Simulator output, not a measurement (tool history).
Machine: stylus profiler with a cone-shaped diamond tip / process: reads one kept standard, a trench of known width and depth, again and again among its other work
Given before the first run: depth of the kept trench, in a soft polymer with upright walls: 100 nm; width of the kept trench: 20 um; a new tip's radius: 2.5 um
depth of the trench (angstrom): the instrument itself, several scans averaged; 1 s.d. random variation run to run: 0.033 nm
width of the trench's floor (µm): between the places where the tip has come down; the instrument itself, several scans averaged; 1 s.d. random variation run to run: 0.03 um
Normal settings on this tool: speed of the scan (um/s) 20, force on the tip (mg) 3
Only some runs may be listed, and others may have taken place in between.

run,day,speed of the scan (um/s),force on the tip (mg),depth of the trench (angstrom),width of the trench's floor (µm)
1,0,20,3,1018.9,18.37
2,1.346,20,3,1018.8,18.39
3,2.612,8,3,1018.5,18.45
4,3.617,8,4.52,1023.6,18.43
5,4.438,20,3,1018.9,18.42
6,5.296,20,3,1018.9,18.42
7,6.317,20,3,1019.5,18.42
8,7.292,20,3,1018.6,18.42
9,8.033,20,4.09,1022.4,18.37
10,9.383,20,4.09,1023.3,18.33
11,10.592,20,1.11,1011,18.39
12,11.379,20,1.11,1011.3,18.39
13,12.758,20,3,1019,18.37
14,13.804,20,6.68,1031,18.41
15,15.146,20,6.68,1030.7,18.38
16,16.45,9,3,1018.8,18.4
17,17.312,9,3,1019.3,18.4
18,18.417,63,2.05,1015.6,18.23
19,19.512,16,6.11,1028.9,18.41
20,20.554,12,7.93,1034.5,18.4
21,21.392,7,1.09,1011.6,18.4
22,22.308,74,4.29,1024.1,18.25
23,22.954,35,2.35,1016.9,18.34
24,24.221,35,2.35,1017.4,18.26
25,25.258,41,6.98,1031.9,18.37
26,26.038,25,1.66,1014.1,18.36
27,26.608,25,1.66,1013.7,18.34
28,27.971,6,3.69,1022.1,18.44
29,28.925,14,1.48,1013.2,18.41
30,29.933,14,1.48,1013.6,18.38
31,30.788,69,3.79,1022.6,18.34

Some steps in depth of the trench (angstrom), run to run, broken into two amounts with sign: the step expected even without the hidden condition (settings, incoming material, random variation), and the rest, left for the hidden condition together with whatever gauge scatter is not in both the measured and the hidden-condition-free result:
Unlogged tool condition in this case: radius of the tip, um; height scale over the true one, %; drift of the gauge itself on depth_nm, %; drift of the gauge itself on floor_um, %.
Run 1 -> 2: no setting touched and nothing written in the log between the runs. depth of the trench (angstrom) -0.1: hidden state +0.1, all else -0.2.
Run 2 -> 3: speed of the scan (um/s) 20 -> 8. depth of the trench (angstrom) -0.3: hidden state +0.1, all else -0.4.
Run 19 -> 20: speed of the scan (um/s) 16 -> 12, force on the tip (mg) 6.11 -> 7.93. depth of the trench (angstrom) +5.6: hidden state +0.2, all else +5.4.
Run 20 -> 21: speed of the scan (um/s) 12 -> 7, force on the tip (mg) 7.93 -> 1.09. depth of the trench (angstrom) -22.9: hidden state -0.1, all else -22.8.
Run 24 -> 25: speed of the scan (um/s) 35 -> 41, force on the tip (mg) 2.35 -> 6.98. depth of the trench (angstrom) +14.5: hidden state +0.1, all else +14.4.
Run 25 -> 26: speed of the scan (um/s) 41 -> 25, force on the tip (mg) 6.98 -> 1.66. depth of the trench (angstrom) -17.8: hidden state +0, all else -17.8.
